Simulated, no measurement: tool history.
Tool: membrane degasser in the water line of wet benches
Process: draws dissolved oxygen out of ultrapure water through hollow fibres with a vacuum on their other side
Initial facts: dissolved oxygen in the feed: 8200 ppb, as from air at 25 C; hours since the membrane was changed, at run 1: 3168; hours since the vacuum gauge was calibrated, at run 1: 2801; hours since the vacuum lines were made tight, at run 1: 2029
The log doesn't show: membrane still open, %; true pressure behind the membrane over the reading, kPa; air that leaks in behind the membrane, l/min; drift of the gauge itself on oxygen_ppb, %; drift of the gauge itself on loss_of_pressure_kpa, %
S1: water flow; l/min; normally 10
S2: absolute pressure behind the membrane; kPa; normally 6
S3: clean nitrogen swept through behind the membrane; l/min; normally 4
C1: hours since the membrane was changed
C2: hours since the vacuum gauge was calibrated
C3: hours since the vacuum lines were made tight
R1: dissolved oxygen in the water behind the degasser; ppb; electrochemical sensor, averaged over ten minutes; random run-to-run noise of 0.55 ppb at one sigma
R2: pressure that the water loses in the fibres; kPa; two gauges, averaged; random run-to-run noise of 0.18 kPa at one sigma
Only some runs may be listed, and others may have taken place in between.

{"run": 1, "hour": 0.0, "S1": 10, "S2": 6, "S3": 4, "C1": 3168, "C2": 2801, "C3": 2029, "R1": 45.5, "R2": 34.88}
{"run": 2, "hour": 96.1, "S1": 10, "S2": 6, "S3": 4, "C1": 3264, "C2": 2898, "C3": 2125, "R1": 45.4, "R2": 34.44}
{"run": 3, "hour": 318.8, "S1": 10, "S2": 6, "S3": 4, "C1": 3487, "C2": 3120, "C3": 2348, "R1": 46.2, "R2": 34.44}
{"run": 4, "hour": 419.1, "S1": 10, "S2": 6, "S3": 8.89, "C1": 3587, "C2": 3221, "C3": 2448, "R1": 36.3, "R2": 34.58}
{"hour": 625.2, "done": "vacuum gauge calibrated"}
{"run": 5, "hour": 625.2, "S1": 10, "S2": 6, "S3": 8.89, "C1": 3792, "C2": 0, "C3": 2654, "R1": 36.7, "R2": 34.88}
{"run": 6, "hour": 743.6, "S1": 10, "S2": 6, "S3": 4, "C1": 3911, "C2": 118, "C3": 2772, "R1": 46, "R2": 34.44}
{"run": 7, "hour": 950.4, "S1": 10, "S2": 6, "S3": 4, "C1": 4118, "C2": 325, "C3": 2979, "R1": 46.1, "R2": 34.43}
{"run": 8, "hour": 1119.5, "S1": 14, "S2": 6, "S3": 2.51, "C1": 4287, "C2": 494, "C3": 3148, "R1": 130.9, "R2": 48.42}
{"run": 9, "hour": 1319.4, "S1": 14, "S2": 12.31, "S3": 4.22, "C1": 4487, "C2": 694, "C3": 3348, "R1": 163.5, "R2": 48.3}
{"run": 10, "hour": 1414.4, "S1": 6, "S2": 7.71, "S3": 8.25, "C1": 4582, "C2": 789, "C3": 3443, "R1": 10.4, "R2": 20.36}
{"run": 11, "hour": 1633.4, "S1": 6, "S2": 7.71, "S3": 8.25, "C1": 4801, "C2": 1008, "C3": 3662, "R1": 10.5, "R2": 20.88}
{"run": 12, "hour": 1782.5, "S1": 10, "S2": 12.47, "S3": 11.49, "C1": 4950, "C2": 1157, "C3": 3811, "R1": 49.3, "R2": 34.51}

What if the next run were any one of these 3? Each begins from the tool's condition after run 12:
{"run": "A", "hour": 2018.0, "S1": 10, "S2": 6, "S3": 5.59, "C1": 5185, "C2": 1393, "C3": 4047, "R1": "?", "R2": "?"}
{"run": "B", "hour": 2018.0, "S1": 11, "S2": 9.34, "S3": 9.81, "C1": 5185, "C2": 1393, "C3": 4047, "R1": "?", "R2": "?"}
{"run": "C", "hour": 2018.0, "S1": 13, "S2": 6, "S3": 3.68, "C1": 5185, "C2": 1393, "C3": 4047, "R1": "?", "R2": "?"}

run=A R1=41.8 R2=34.51
run=B R1=58.7 R2=38.04
run=C R1=97.2 R2=44.79
Stripped of hidden state, with their random variation kept, the same runs would have yielded:
run=A R1=41.7 R2=34.8
run=B R1=58.6 R2=38.36
run=C R1=97.1 R2=45.16
